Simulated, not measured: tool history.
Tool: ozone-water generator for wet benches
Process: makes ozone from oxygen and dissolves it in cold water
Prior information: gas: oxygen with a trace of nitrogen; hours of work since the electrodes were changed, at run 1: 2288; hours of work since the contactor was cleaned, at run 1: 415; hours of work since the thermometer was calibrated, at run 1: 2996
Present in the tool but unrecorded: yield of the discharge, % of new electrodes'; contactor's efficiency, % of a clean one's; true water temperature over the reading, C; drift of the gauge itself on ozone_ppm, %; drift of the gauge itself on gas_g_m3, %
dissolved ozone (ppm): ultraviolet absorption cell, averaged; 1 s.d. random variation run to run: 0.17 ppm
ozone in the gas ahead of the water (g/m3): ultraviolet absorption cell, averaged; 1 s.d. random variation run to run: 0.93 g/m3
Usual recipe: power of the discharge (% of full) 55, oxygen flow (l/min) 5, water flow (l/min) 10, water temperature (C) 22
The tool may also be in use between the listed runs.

run   hour  power of the discharge (% of full)  oxygen flow (l/min)  water flow (l/min)  water temperature (C)  hours of work since the electrodes were changed  hours of work since the contactor was cleaned  hours of work since the thermometer was calibrated  dissolved ozone (ppm)  ozone in the gas ahead of the water (g/m3)
  1      0                                  55                    5                  10                     22                                             2288                                            415                                                2996                   20.5                                       145.8
  2   60.7                                  55                    5                  10                     22                                             2344                                            470                                                3051                   20.4                                       146.4
  3   99.2                                  55                    5                  10                     22                                             2379                                            505                                                3086                   20.5                                       146.1
  4  129.4                                  55                    5                  10                     22                                             2406                                            533                                                3114                   20.2                                       146.3
  5  180.5                                  55                    5                  10                     22                                             2453                                            579                                                3161                   20.5                                       146.4
  6  218.5                                  55                    5                  10                     22                                             2488                                            614                                                3195                   20.3                                       145.4
  7  274.7                                  49                    5                  10                     22                                             2539                                            665                                                3247                   18.6                                       131.9
  8  316.9                                  49                    5                  10                     22                                             2578                                            704                                                3285                   18.2                                       132.5
  9  372.4                                  49                    5                  10                     22                                             2628                                            755                                                3336                   18.5                                       132.8
 10  398.3                                  49                    5                  10                     22                                             2652                                            778                                                3359                   18.4                                       132.2
 11  424.9                                  49                    5                  10                     22                                             2676                                            802                                                3384                   18.2                                       132.9
 12  457.7                                  49                    5                  10                     22                                             2706                                            832                                                3414                   18.4                                       132.9
 13  516.7                                  49                    5                  10                     22                                             2760                                            886                                                3467                   17.9                                       131.5
 14  572.3                                  55                    5                  13                     22                                             2811                                            937                                                3518                   17.4                                       145.4
 15  606.4                                  55                    5                  10                     22                                             2842                                            968                                                3549                     20                                       144.1
 16  668.2                                  55                    5                   9                     22                                             2898                                           1024                                                3606                   21.2                                       143.5
 17  730.4                                  55                    5                   9                     22                                             2955                                           1081                                                3662                   20.8                                       143.9
 18  770.1                                  67                    5                   9                     22                                             2991                                           1117                                                3699                   24.4                                       169.5
 19  822.2                                  67                    5                   9                     22                                             3039                                           1165                                                3746                   24.4                                       168.2

Estimate the outcome of run 20 from the log above:
 20  862.5                                  55                    5                  10                     29                                             3075                                           1202                                                3783                      ?                                           ?

Run 20 produced dissolved ozone (ppm) 17, ozone in the gas ahead of the water (g/m3) 143.3.
Had the tool carried no hidden state, the very same run would have given dissolved ozone (ppm) 19.2, ozone in the gas ahead of the water (g/m3) 156.1.
